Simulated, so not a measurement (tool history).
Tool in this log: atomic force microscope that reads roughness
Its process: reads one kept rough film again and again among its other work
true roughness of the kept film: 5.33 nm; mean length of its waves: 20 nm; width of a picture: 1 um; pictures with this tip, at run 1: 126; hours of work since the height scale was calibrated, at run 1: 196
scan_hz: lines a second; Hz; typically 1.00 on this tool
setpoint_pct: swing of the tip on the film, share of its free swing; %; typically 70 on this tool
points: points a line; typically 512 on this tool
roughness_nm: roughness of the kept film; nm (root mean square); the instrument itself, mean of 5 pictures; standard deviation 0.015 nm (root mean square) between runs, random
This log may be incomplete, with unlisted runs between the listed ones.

run,hour,scan_hz,setpoint_pct,points,pictures with this tip,hours of work since the height scale was calibrated,roughness_nm
1,0.0,1.00,70,512,126,196,2.424
2,24.7,1.00,70,512,142,206,2.339
3,43.7,1.00,70,512,154,214,2.293
4,67.3,1.00,70,512,170,224,2.216
5,93.9,1.00,70,512,187,235,2.151
6,124.5,1.73,70,512,206,247,1.986
7,149.2,1.73,70,512,222,258,1.929
8,174.5,1.73,70,512,239,268,1.867
# hour 183.6: new tip fitted
9,200.4,1.00,70,512,11,278,3.466
10,225.7,1.00,70,512,27,289,3.295
11,255.2,1.00,70,512,46,301,3.110
12,284.7,1.00,70,512,65,313,2.949
13,297.6,0.71,70,512,74,318,2.951
14,317.8,0.71,70,512,87,327,2.854
15,336.4,1.00,68,512,99,334,2.755
16,349.0,1.00,68,512,107,339,2.711
17,378.6,0.77,83,512,126,351,2.484
18,397.9,0.53,66,663,138,359,2.598
19,417.2,0.53,55,267,151,367,2.484

Expected results for the next run?
20,437.7,1.19,71,317,164,376,?

Run 20 measured roughness_nm 2.266 nm (root mean square).
Were there no unlogged condition in the tool, this run, its random variation unchanged, would have produced roughness_nm 3.488 nm (root mean square).

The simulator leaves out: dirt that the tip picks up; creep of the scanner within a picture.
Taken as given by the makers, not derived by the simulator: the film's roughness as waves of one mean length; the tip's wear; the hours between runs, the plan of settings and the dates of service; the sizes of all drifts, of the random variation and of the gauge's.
